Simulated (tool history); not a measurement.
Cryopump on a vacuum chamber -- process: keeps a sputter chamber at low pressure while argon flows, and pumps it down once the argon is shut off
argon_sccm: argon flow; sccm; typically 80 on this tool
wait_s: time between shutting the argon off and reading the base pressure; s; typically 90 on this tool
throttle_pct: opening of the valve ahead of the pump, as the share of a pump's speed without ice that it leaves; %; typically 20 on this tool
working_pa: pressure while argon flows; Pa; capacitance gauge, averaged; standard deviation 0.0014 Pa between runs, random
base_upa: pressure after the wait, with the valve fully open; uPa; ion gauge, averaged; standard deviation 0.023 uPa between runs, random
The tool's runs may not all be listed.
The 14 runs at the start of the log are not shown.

run 15 hour=388.0 | argon_sccm=80 wait_s=90 throttle_pct=20 | working_pa=0.3468 base_upa=1.49
run 16 hour=422.8 | argon_sccm=80 wait_s=90 throttle_pct=20 | working_pa=0.3462 base_upa=1.52
run 17 hour=447.8 | argon_sccm=80 wait_s=95 throttle_pct=20 | working_pa=0.3478 base_upa=1.50
run 18 hour=482.2 | argon_sccm=80 wait_s=95 throttle_pct=20 | working_pa=0.3471 base_upa=1.57
run 19 hour=502.7 | argon_sccm=80 wait_s=95 throttle_pct=20 | working_pa=0.3493 base_upa=1.58
run 20 hour=523.0 | argon_sccm=80 wait_s=95 throttle_pct=21 | working_pa=0.3350 base_upa=1.63
run 21 hour=555.5 | argon_sccm=41 wait_s=40 throttle_pct=20 | working_pa=0.1802 base_upa=2.50
run 22 hour=576.8 | argon_sccm=87 wait_s=40 throttle_pct=24 | working_pa=0.3214 base_upa=2.48
run 23 hour=603.6 | argon_sccm=87 wait_s=40 throttle_pct=24 | working_pa=0.3210 base_upa=2.47
run 24 hour=620.5 | argon_sccm=84 wait_s=116 throttle_pct=18 | working_pa=0.4089 base_upa=1.69
run 25 hour=648.8 | argon_sccm=118 wait_s=117 throttle_pct=16 | working_pa=0.6431 base_upa=1.75
run 26 hour=683.6 | argon_sccm=49 wait_s=60 throttle_pct=30 | working_pa=0.1486 base_upa=2.16
run 27 hour=707.2 | argon_sccm=49 wait_s=60 throttle_pct=30 | working_pa=0.1499 base_upa=2.21
run 28 hour=744.9 | argon_sccm=49 wait_s=60 throttle_pct=30 | working_pa=0.1504 base_upa=2.25
run 29 hour=771.2 | argon_sccm=49 wait_s=29 throttle_pct=57 | working_pa=0.0871 base_upa=3.31
run 30 hour=808.9 | argon_sccm=62 wait_s=32 throttle_pct=22 | working_pa=0.2534 base_upa=3.24
run 31 hour=840.3 | argon_sccm=62 wait_s=32 throttle_pct=22 | working_pa=0.2563 base_upa=3.19
run 32 hour=877.5 | argon_sccm=37 wait_s=25 throttle_pct=38 | working_pa=0.0950 base_upa=3.84
run 33 hour=901.5 | argon_sccm=37 wait_s=25 throttle_pct=38 | working_pa=0.0944 base_upa=3.86
run 34 hour=922.8 | argon_sccm=80 wait_s=90 throttle_pct=31 | working_pa=0.2459 base_upa=2.16

Here are 4 independent what-if runs from the current tool condition. What would each one return?
run A hour=942.9 | argon_sccm=80 wait_s=90 throttle_pct=36 | working_pa=? base_upa=?
run B hour=942.9 | argon_sccm=49 wait_s=189 throttle_pct=20 | working_pa=? base_upa=?
run C hour=942.9 | argon_sccm=145 wait_s=105 throttle_pct=27 | working_pa=? base_upa=?
run D hour=942.9 | argon_sccm=80 wait_s=66 throttle_pct=31 | working_pa=? base_upa=?

run=A working_pa=0.2171 base_upa=2.27
run=B working_pa=0.2229 base_upa=1.95
run=C working_pa=0.5057 base_upa=2.12
run=D working_pa=0.2492 base_upa=2.48
Take away the tool's hidden state, keep each run's random variation, and the runs would have read:
run=A working_pa=0.1860 base_upa=0.79
run=B working_pa=0.2039 base_upa=0.46
run=C working_pa=0.4492 base_upa=0.66
run=D working_pa=0.2178 base_upa=1.01

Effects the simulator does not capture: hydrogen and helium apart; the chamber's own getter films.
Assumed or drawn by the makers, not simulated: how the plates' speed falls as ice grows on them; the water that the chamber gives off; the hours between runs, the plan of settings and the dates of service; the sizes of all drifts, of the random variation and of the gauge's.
